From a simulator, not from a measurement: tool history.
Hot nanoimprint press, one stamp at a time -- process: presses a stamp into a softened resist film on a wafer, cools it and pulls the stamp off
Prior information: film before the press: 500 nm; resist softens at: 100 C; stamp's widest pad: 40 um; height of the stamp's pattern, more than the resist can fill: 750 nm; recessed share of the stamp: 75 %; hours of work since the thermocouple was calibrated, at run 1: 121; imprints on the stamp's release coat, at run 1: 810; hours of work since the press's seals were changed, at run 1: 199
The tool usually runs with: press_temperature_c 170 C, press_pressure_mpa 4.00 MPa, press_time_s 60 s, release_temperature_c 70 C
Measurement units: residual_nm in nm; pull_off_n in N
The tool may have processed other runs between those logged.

run   hour  press_temperature_c  press_pressure_mpa  press_time_s  release_temperature_c  hours of work since the thermocouple was calibrated  imprints on the stamp's release coat  hours of work since the press's seals were changed  residual_nm  pull_off_n
  1    0.0                  170                4.00            60                     70                                                  121                                   810                                                 199        265.6         172
  2    9.9                  170                4.00            60                     70                                                  129                                   854                                                 206        265.2         173
  3   18.4                  170                4.00            60                     70                                                  136                                   893                                                 213        265.4         166
  4   30.4                  170                4.00            60                     70                                                  145                                   946                                                 222        267.1         168
  5   42.5                  170                4.00            60                     70                                                  154                                  1000                                                 231        265.3         172
  6   54.8                  170                4.00            60                     70                                                  164                                  1056                                                 241        265.8         174
  7   65.6                  170                4.00            60                     70                                                  172                                  1104                                                 249        265.2         165
  8   74.4                  170                4.00            60                     70                                                  179                                  1144                                                 256        265.4         174
  9   82.1                  170                4.00            60                     70                                                  185                                  1178                                                 262        265.4         179
 10   91.5                  170                4.00            60                     70                                                  192                                  1220                                                 269        264.9         174
 11  102.2                  160                4.00            60                     70                                                  200                                  1268                                                 277        348.3         170
 12  111.1                  170                4.00            37                     70                                                  207                                  1308                                                 284        304.7         175
     115.1  -- plate thermocouple calibrated
 13  124.6                  170                4.00            86                     70                                                    7                                  1356                                                 292        232.8         174
 14  133.3                  170                4.00            86                     70                                                   14                                  1394                                                 299        232.6         176
     136.8  -- plate thermocouple calibrated, once more
 15  142.0                  170                4.00            86                     70                                                    4                                  1420                                                 303        238.8         175
 16  149.0                  171                4.00            60                     70                                                    9                                  1451                                                 309        261.6         182
 17  161.6                  159                2.78            47                     70                                                   19                                  1508                                                 318        417.8         183
 18  174.6                  159                2.78            47                     70                                                   29                                  1566                                                 328        416.8         181
 19  184.7                  177                4.13            60                     70                                                   37                                  1612                                                 336        215.5         183
 20  194.5                  164                4.13            60                     66                                                   44                                  1656                                                 344        312.8         201
 21  205.8                  162                4.09            60                     66                                                   53                                  1706                                                 352        331.6         192
 22  215.9                  162                4.09            60                     66                                                   61                                  1751                                                 360        331.6         207
 23  227.7                  162                4.09            60                     66                                                   70                                  1804                                                 369        331.2         199
 24  239.1                  162                4.09            60                     66                                                   79                                  1855                                                 378        331.4         200
 25  246.4                  170                4.00            60                     62                                                   84                                  1888                                                 384        267.0         215
 26  256.0                  170                4.00            50                     70                                                   92                                  1931                                                 391        283.4         185
 27  264.7                  173                5.65            50                     77                                                   98                                  1970                                                 398        218.4         159
 28  276.6                  161                6.18            62                     75                                                  107                                  2024                                                 407        284.6         161
 29  285.8                  170                4.00            60                     69                                                  115                                  2065                                                 414        267.6         186

Consider 5 possible next runs. They are alternatives, not a sequence: every one starts from the tool as it was left by run 29. What does each give?
  A  293.4                  170                4.00           102                     59                                                  120                                  2099                                                 420            ?           ?
  B  293.4                  170                4.00            64                     69                                                  120                                  2099                                                 420            ?           ?
  C  293.4                  175                4.00            60                     70                                                  120                                  2099                                                 420            ?           ?
  D  293.4                  170                4.00            35                     70                                                  120                                  2099                                                 420            ?           ?
  E  293.4                  170                4.00            60                     58                                                  120                                  2099                                                 420            ?           ?

run  residual_nm  pull_off_n
  A        224.7         236
  B        262.3         196
  C        231.5         188
  D        312.3         193
  E        266.9         241
Without the tool's hidden state the same runs would have given:
run  residual_nm  pull_off_n
  A        225.7         202
  B        263.3         168
  C        232.3         162
  D        313.4         165
  E        268.0         206
